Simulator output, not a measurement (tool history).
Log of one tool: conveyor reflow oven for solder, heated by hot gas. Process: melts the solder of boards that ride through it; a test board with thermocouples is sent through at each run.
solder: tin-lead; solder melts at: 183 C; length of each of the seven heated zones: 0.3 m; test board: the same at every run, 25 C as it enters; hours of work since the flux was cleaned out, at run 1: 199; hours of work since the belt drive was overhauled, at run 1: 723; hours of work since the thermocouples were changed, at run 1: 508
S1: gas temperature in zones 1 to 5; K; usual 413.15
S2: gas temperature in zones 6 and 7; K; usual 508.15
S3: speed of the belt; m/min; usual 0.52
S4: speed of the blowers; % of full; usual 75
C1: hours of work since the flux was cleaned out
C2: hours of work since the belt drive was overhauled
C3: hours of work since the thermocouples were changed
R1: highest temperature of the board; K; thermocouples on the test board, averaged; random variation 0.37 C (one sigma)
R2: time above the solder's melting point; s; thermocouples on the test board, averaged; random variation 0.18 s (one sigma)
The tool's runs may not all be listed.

run   hour      S1      S2     S3  S4   C1   C2    C3      R1    R2
  1      0  413.15  508.15   0.52  75  199  723   508  495.65  57.9
  2   25.1  413.15  508.15   0.52  75  219  743   528  495.45  57.7
  3   46.4  413.15  508.15  0.597  75  235  760   545  491.05  47.7
  4   70.5  413.15  508.15  0.449  75  255  779   564  498.55  69.7
  5   96.5  427.15  508.15   0.52  75  275  799   584  496.95  63.7
  6    111  413.15  508.15   0.52  75  287  811   596  494.75  57.8
  7  128.1  413.15  497.15   0.52  75  300  825   610  485.35  51.3
  8  159.9  413.15  497.15   0.52  75  326  850   635  485.35  51.1
  9  189.2  413.15  497.15   0.52  75  349  873   658  485.15  51.3
 10  204.6  413.15  497.15   0.52  75  361  885   670  485.45  51.2
 11  233.4  424.15  508.15   0.52  75  384  908   693  495.75  62.1
 12  263.5  424.15  508.15   0.52  74  408  932   717  495.35  62.1
 13  286.4  413.15  504.15   0.52  75  426  950   735  490.45  55.7
 14  314.1  413.15  504.15   0.52  75  448  972   757  491.15  55.3
     334.1  -- belt drive overhauled, speed set with a stopwatch
 15  339.9  423.15  508.15   0.52  75  465    5   775  494.55  59.7
 16  366.7  423.15  508.15   0.52  75  487   26   796  495.25  59.6
     383.2  -- flux residue cleaned out of gas plates and filters
 17    399  413.15  502.15  0.612  71   13   48   817  484.25  40.6
 18  421.6  414.15  508.15  0.497  75   30   66   835  495.95    60
 19  442.4  414.15  508.15  0.497  75   47   82   852  496.55  60.1
 20  468.5  414.15  508.15  0.497  75   68  103   873  496.15    60
 21  488.4  414.15  508.15  0.617  79   83  119   888  490.85  44.9
 22    516  414.15  508.15  0.617  63  105  140   910  486.85  41.8
 23  543.1  413.15  522.15  0.503  64  127  162   932  505.05    64
 24  556.7  427.15  522.15  0.503  71  138  173   943  508.95  69.6
 25  573.4  410.15  508.15   0.58  75  151  186   956  490.35  46.9
 26  596.9  410.15  508.15   0.58  75  170  205   975  490.65  46.5
 27  627.2  421.15  519.15  0.582  83  194  229   999  503.35  56.2
 28  654.2  421.15  519.15  0.582  83  215  250  1020  503.15  56.6
 29  673.7  421.15  519.15  0.582  83  231  266  1036  503.15  56.5
 30  687.6  421.15  519.15  0.582  83  242  277  1047  503.15  56.5
 31  718.1  417.15  498.15  0.602  79  266  301  1071  482.55  42.1
 32  733.4  417.15  498.15  0.602  79  278  313  1083  483.15  41.8

3 ways to go on from here, each from the tool as it stands after run 32. What would each give?
  A  747.7  411.15  498.15  0.483  73  289  324  1094   ?   ?
  B  747.7  413.15  522.15  0.609  52  289  324  1094   ?   ?
  C  747.7  413.15  508.15   0.52  54  289  324  1094   ?   ?

run      R1    R2
  A  485.65  54.4
  B  494.15  46.7
  C  488.25  51.7
Without the tool's hidden state the same runs would have given:
run      R1    R2
  A  488.65  56.3
  B  497.05    48
  C  491.05  53.3
